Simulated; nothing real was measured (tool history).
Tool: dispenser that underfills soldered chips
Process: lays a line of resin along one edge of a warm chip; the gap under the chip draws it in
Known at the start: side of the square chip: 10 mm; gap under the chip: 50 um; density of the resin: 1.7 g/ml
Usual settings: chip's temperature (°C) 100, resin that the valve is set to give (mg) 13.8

run,day,chip's temperature (°C),resin that the valve is set to give (mg),time until the resin shows at the far edge (s),resin that the valve gave (mg)
1,0.000,100,13.8,43.8,13.86
2,0.225,100,13.8,53.0,13.70
# day 0.317: new syringe of resin
3,0.646,100,13.8,52.4,13.68
# day 0.717: new syringe of resin
4,0.854,100,15.1,45.6,14.97
# day 1.100: new syringe of resin
5,1.325,100,13.8,50.2,13.68
# day 1.488: new syringe of resin
6,1.638,100,13.8,47.3,13.60
# day 1.888: new syringe of resin
7,2.054,100,13.8,47.2,13.55
# day 2.271: new syringe of resin
8,2.512,100,13.8,49.9,13.29
# day 2.667: new syringe of resin
9,2.983,100,13.8,52.3,13.42
# day 3.054: new syringe of resin
# day 3.442: new syringe of resin
10,3.442,100,13.8,40.5,13.38
11,3.725,100,13.3,50.6,12.93
# day 3.858: new syringe of resin
12,4.121,100,13.3,50.6,12.98
# day 4.246: new syringe of resin
13,4.325,100,13.3,43.2,12.84
14,4.542,100,13.3,52.0,12.77
# day 4.629: new syringe of resin
15,4.971,100,13.3,53.7,12.80
# day 5.046: new syringe of resin
# day 5.217: dispensing valve cleaned and set on the balance
# day 5.471: new syringe of resin
16,5.492,115,13.8,20.8,13.79
# day 5.883: new syringe of resin
17,5.904,115,13.8,20.1,13.67
# day 6.267: new syringe of resin
18,6.267,115,13.8,20.7,13.66
19,6.542,98,17.5,54.4,17.22
# day 6.654: new syringe of resin
20,7.012,98,17.5,60.4,17.18
# day 7.050: new syringe of resin
21,7.246,108,13.8,33.5,13.69
# day 7.442: new syringe of resin
22,7.508,105,14.5,33.5,14.12
# day 7.842: new syringe of resin
23,7.971,105,14.5,35.0,14.23
24,8.154,91,17.4,78.3,17.00
# day 8.246: new syringe of resin
25,8.579,99,17.7,53.6,17.35
# day 8.654: new syringe of resin
# day 9.038: new syringe of resin
26,9.038,111,16.8,24.1,16.35
27,9.288,95,13.1,63.3,12.68
# day 9.433: new syringe of resin
28,9.588,105,12.2,35.8,11.85
# day 9.833: new syringe of resin
29,10.038,102,12.7,43.3,12.26
# day 10.242: new syringe of resin
30,10.329,102,12.7,39.0,12.22
# day 10.625: new syringe of resin
31,10.700,102,12.7,37.3,12.20
32,10.888,94,13.8,64.4,13.33
# day 11.042: new syringe of resin
33,11.100,96,17.6,48.3,16.82
# day 11.183: dispensing valve cleaned and set on the balance
# day 11.475: new syringe of resin
34,11.538,96,17.6,49.2,17.47

Hidden state or all else? Some run-to-run changes of time until the resin shows at the far edge (s), split into what the settings, what came in and random variation would give without the hidden state, and what is left for the hidden state (with any gauge scatter that isn't in both results):
The hidden state here: resin's viscosity, % of fresh resin's; dose that the valve gives, % of what is set; true chip temperature over the reading, C; drift of the gauge itself on fill_s, %; drift of the gauge itself on given_mg, %.
Run 9 -> 10: new syringe of resin, new syringe of resin. time until the resin shows at the far edge (s) -11.8: hidden state -12.4, all else +0.6.
Run 15 -> 16: chip's temperature (°C) 100 -> 115, resin that the valve is set to give (mg) 13.3 -> 13.8, new syringe of resin, dispensing valve cleaned and set on the balance, new syringe of resin. time until the resin shows at the far edge (s) -32.9: hidden state -13.2, all else -19.7.
Run 18 -> 19: chip's temperature (°C) 115 -> 98, resin that the valve is set to give (mg) 13.8 -> 17.5. time until the resin shows at the far edge (s) +33.7: hidden state +10.9, all else +22.8.
Run 23 -> 24: chip's temperature (°C) 105 -> 91, resin that the valve is set to give (mg) 14.5 -> 17.4. time until the resin shows at the far edge (s) +43.3: hidden state +13.2, all else +30.1.
Run 26 -> 27: chip's temperature (°C) 111 -> 95, resin that the valve is set to give (mg) 16.8 -> 13.1. time until the resin shows at the far edge (s) +39.2: hidden state +11.1, all else +28.1.
